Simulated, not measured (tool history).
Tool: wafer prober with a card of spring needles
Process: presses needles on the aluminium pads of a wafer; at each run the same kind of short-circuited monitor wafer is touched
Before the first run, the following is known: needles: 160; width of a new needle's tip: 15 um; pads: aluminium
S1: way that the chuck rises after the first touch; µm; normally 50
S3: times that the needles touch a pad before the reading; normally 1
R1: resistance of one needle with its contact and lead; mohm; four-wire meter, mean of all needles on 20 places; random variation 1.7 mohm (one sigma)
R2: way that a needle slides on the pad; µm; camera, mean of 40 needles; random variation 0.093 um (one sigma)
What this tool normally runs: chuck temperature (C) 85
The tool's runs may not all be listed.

{"run": 1, "day": 0.0, "S1": 50, "chuck temperature (C)": 85, "S3": 1, "R1": 165, "R2": 10.1}
{"run": 2, "day": 1.2, "S1": 50, "chuck temperature (C)": 76, "S3": 1, "R1": 164, "R2": 10.28}
{"run": 3, "day": 2.575, "S1": 50, "chuck temperature (C)": 76, "S3": 1, "R1": 168, "R2": 10.23}
{"run": 4, "day": 3.396, "S1": 50, "chuck temperature (C)": 85, "S3": 1, "R1": 167, "R2": 9.99}
{"run": 5, "day": 4.667, "S1": 50, "chuck temperature (C)": 90, "S3": 1, "R1": 168, "R2": 10.15}
{"run": 6, "day": 5.567, "S1": 50, "chuck temperature (C)": 40, "S3": 1, "R1": 156, "R2": 10.18}
{"run": 7, "day": 6.992, "S1": 50, "chuck temperature (C)": 40, "S3": 1, "R1": 157, "R2": 10.1}
{"run": 8, "day": 8.517, "S1": 50, "chuck temperature (C)": 40, "S3": 1, "R1": 157, "R2": 10.28}
{"run": 9, "day": 9.896, "S1": 35, "chuck temperature (C)": 85, "S3": 3, "R1": 169, "R2": 7.26}
{"run": 10, "day": 11.042, "S1": 35, "chuck temperature (C)": 85, "S3": 3, "R1": 173, "R2": 7.35}
{"run": 11, "day": 12.558, "S1": 35, "chuck temperature (C)": 85, "S3": 3, "R1": 172, "R2": 7.11}
{"run": 12, "day": 13.858, "S1": 41, "chuck temperature (C)": 85, "S3": 1, "R1": 168, "R2": 8.44}
{"run": 13, "day": 15.471, "S1": 41, "chuck temperature (C)": 60, "S3": 1, "R1": 164, "R2": 8.44}
{"run": 14, "day": 16.446, "S1": 41, "chuck temperature (C)": 60, "S3": 1, "R1": 164, "R2": 8.38}
{"run": 15, "day": 17.825, "S1": 46, "chuck temperature (C)": 115, "S3": 2, "R1": 174, "R2": 9.23}

Removed from this log: 59 entries logged between the listed runs. Between which two listed runs does each belong, and how does the tool's hidden state at the listed run before it compare with that at the listed run after it?
Run 1 -> run 2: tips cleaned on abrasive film (day 0.267); tips cleaned on abrasive film (day 0.600); tips cleaned on abrasive film (day 0.867); tips cleaned on abrasive film (day 1.200)
  debris on the tips, nm: 0.1 -> 0
Run 2 -> run 3: tips cleaned on abrasive film (day 1.467); tips cleaned on abrasive film (day 1.800); tips cleaned on abrasive film (day 2.133); tips cleaned on abrasive film (day 2.467)
  debris on the tips, nm: 0 -> 0.2; way that the needles fall short of the set height, um: 0.02 -> 0.03
Run 3 -> run 4: tips cleaned on abrasive film (day 2.779); tips cleaned on abrasive film (day 3.112); tips cleaned on abrasive film (day 3.379)
  debris on the tips, nm: 0.2 -> 0.1
Run 4 -> run 5: tips cleaned on abrasive film (day 3.662); tips cleaned on abrasive film (day 3.929); tips cleaned on abrasive film (day 4.262); tips cleaned on abrasive film (day 4.533)
  debris on the tips, nm: 0.1 -> 0.2
Run 5 -> run 6: tips cleaned on abrasive film (day 4.804); tips cleaned on abrasive film (day 5.138); tips cleaned on abrasive film (day 5.471)
  the hidden state is the same at both runs
Run 6 -> run 7: tips cleaned on abrasive film (day 5.771); height of the first contact set anew (day 5.912); tips cleaned on abrasive film (day 6.050); tips cleaned on abrasive film (day 6.317); tips cleaned on abrasive film (day 6.650); tips cleaned on abrasive film (day 6.917)
  debris on the tips, nm: 0.2 -> 0.1; way that the needles fall short of the set height, um: 0.03 -> 0
Run 7 -> run 8: tips cleaned on abrasive film (day 7.196); tips cleaned on abrasive film (day 7.462); tips cleaned on abrasive film (day 7.796); tips cleaned on abrasive film (day 8.062); tips cleaned on abrasive film (day 8.396)
  debris on the tips, nm: 0.1 -> 0.2; way that the needles fall short of the set height, um: 0 -> 0.01
Run 8 -> run 9: tips cleaned on abrasive film (day 8.721); tips cleaned on abrasive film (day 8.988); tips cleaned on abrasive film (day 9.321); tips cleaned on abrasive film (day 9.654)
  debris on the tips, nm: 0.2 -> 0.3
Run 9 -> run 10: tips cleaned on abrasive film (day 9.962); tips cleaned on abrasive film (day 10.296); tips cleaned on abrasive film (day 10.567); tips cleaned on abrasive film (day 10.900)
  debris on the tips, nm: 0.3 -> 0.2; tips' diameter, um: 15.02 -> 15.03
Run 10 -> run 11: tips cleaned on abrasive film (day 11.175); tips cleaned on abrasive film (day 11.446); tips cleaned on abrasive film (day 11.779); tips cleaned on abrasive film (day 12.046); tips cleaned on abrasive film (day 12.379)
  the hidden state is the same at both runs
Run 11 -> run 12: tips cleaned on abrasive film (day 12.696); tips cleaned on abrasive film (day 13.029); tips cleaned on abrasive film (day 13.362); tips cleaned on abrasive film (day 13.629)
  debris on the tips, nm: 0.2 -> 0.3; way that the needles fall short of the set height, um: 0.01 -> 0.02
Run 12 -> run 13: tips cleaned on abrasive film (day 13.929); tips cleaned on abrasive film (day 14.196); tips cleaned on abrasive film (day 14.529); tips cleaned on abrasive film (day 14.796); tips cleaned on abrasive film (day 15.129); tips cleaned on abrasive film (day 15.396)
  debris on the tips, nm: 0.3 -> 0.1
Run 13 -> run 14: tips cleaned on abrasive film (day 15.671); tips cleaned on abrasive film (day 16.004); tips cleaned on abrasive film (day 16.338)
  debris on the tips, nm: 0.1 -> 0.2
Run 14 -> run 15: tips cleaned on abrasive film (day 16.650); tips cleaned on abrasive film (day 16.917); tips cleaned on abrasive film (day 17.250); tips cleaned on abrasive film (day 17.583)
  debris on the tips, nm: 0.2 -> 0.3

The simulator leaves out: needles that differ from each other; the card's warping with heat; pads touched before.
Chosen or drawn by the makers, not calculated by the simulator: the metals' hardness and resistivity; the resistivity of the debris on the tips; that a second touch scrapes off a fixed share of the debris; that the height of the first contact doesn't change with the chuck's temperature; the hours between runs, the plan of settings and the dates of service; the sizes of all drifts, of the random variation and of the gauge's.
